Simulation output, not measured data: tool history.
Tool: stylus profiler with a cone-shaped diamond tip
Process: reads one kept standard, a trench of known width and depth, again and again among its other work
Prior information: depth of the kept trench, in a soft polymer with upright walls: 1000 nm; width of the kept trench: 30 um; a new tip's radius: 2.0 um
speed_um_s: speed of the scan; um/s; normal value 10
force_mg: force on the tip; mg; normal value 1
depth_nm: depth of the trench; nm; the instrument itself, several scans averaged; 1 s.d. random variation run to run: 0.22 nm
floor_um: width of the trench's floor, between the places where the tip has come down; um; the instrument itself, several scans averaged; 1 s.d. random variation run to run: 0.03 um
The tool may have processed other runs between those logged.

run     day  speed_um_s  force_mg  depth_nm  floor_um
  1       0          10         1   1007.18     26.48
      0.458  -- height scale calibrated on a step standard
  2   1.367          10         1   1006.54     26.49
  3   2.504          10         1   1006.81     26.45
  4   3.633          10         1   1006.98     26.47
  5   4.679          10         1   1006.15     26.45
  6   6.154          10      1.25   1007.97     26.42
  7   7.617          10      1.25   1007.94     26.47
  8   9.338          10      2.65   1012.93     26.47
  9  10.567          10         1   1006.89     26.49
 10  12.008          10      0.44   1004.14     26.48
 11  12.908           5         1   1006.91     26.45
 12    14.6          10      0.98   1006.65     26.46
 13  15.929          10      0.98   1006.12     26.53
 14   16.95          39      0.35   1003.94     26.23
 15  18.688          39      0.35   1002.81     26.27
 16  19.933           7      1.21   1007.67     26.53
 17  21.717           6      1.21   1007.85     26.44
 18  23.175          22      1.36   1008.12     26.43
 19  24.379           7      0.81   1005.59     26.49
 20    25.8           4      0.99   1006.81     26.52
 21  26.917           7      0.37   1003.44      26.5
 22  28.596           2      0.51   1004.24     26.48
 23  29.738           2      2.48   1012.44     26.56
 24  30.808           2      2.48   1012.57     26.52
 25   32.15           3      0.42   1003.63     26.49

Predict the results of run 26:
 26  33.7           5      2.26         ?         ?

depth_nm: 1011.55 nm
floor_um: 26.52 um
On a tool with no hidden condition, and with the same random variation, this run would have come out at depth_nm 1011.53 nm, floor_um 26.53 um.
